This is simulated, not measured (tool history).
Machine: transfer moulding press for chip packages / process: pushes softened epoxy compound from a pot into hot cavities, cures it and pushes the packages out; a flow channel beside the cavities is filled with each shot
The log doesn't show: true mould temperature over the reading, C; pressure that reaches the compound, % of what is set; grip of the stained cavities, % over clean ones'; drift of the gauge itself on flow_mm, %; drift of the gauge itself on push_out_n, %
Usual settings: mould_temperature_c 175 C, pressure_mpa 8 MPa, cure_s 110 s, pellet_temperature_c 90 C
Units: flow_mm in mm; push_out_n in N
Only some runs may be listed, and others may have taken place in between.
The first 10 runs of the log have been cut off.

run,hour,mould_temperature_c,pressure_mpa,cure_s,pellet_temperature_c,hours of work since the mould's thermocouples were calibrated,shots since the plunger's rings were changed,shots since the cavities were cleaned,incoming compound's hours out of the cold store,flow_mm,push_out_n
# hour 106.1: cavities cleaned with cleaning compound and waxed
11,110.4,175,6.6,110,90,190,2045,53,46.9,548,396
12,124.6,175,8,148,90,200,2223,231,29.1,656,336
13,136.9,175,8,148,90,209,2376,384,22.6,682,383
14,152.6,175,8,110,90,221,2571,579,36.3,634,563
15,167.5,175,8,105,90,232,2757,765,35.5,634,654
# hour 171.5: cavities cleaned with cleaning compound and waxed
16,183.4,175,6.15,105,90,242,2936,149,15,614,550
17,199.4,175,9.03,105,90,254,3136,349,39.1,665,553
18,208.3,175,9.03,105,90,260,3246,459,8.5,768,665
19,219.6,173,7,105,92,268,3387,600,20.9,642,771
20,233,173,7,105,92,278,3554,767,23.6,630,803
# hour 237.8: cavities cleaned with cleaning compound and waxed
21,242.3,180,9.2,105,92,284,3651,55,45,633,320
22,250,172,9.2,132,92,289,3747,151,29.2,705,392
23,263.9,179,6.42,114,96,299,3920,324,26.7,579,392
# hour 268.9: mould's thermocouples calibrated
24,273.4,175,9.39,92,90,3,4014,418,33.7,687,800
25,290.4,175,6.82,98,90,16,4225,629,33.9,585,743
26,300.8,175,9.97,110,95,23,4355,759,40.5,683,571
# hour 305.6: cavities cleaned with cleaning compound and waxed
27,314.8,168,8,115,84,32,4511,115,24.5,688,722
28,326.9,170,8,110,90,41,4661,265,19.5,694,761
29,337.3,183,8,110,98,49,4791,395,46.1,578,397
30,346.3,183,8,110,98,55,4903,507,18.1,657,415

3 options for the next run, each taken on its own from the tool as it stands now. Forecast them:
A,355.1,175,8,100,90,62,5013,617,27.7,?,?
B,355.1,183,7.1,110,98,62,5013,617,32.5,?,?
C,355.1,175,8,107,90,62,5013,617,36.4,?,?

run,flow_mm,push_out_n
A,654,753
B,580,419
C,624,601
With the hidden condition removed and each run's random variation left untouched, the same runs would have given:
run,flow_mm,push_out_n
A,677,485
B,600,276
C,646,389
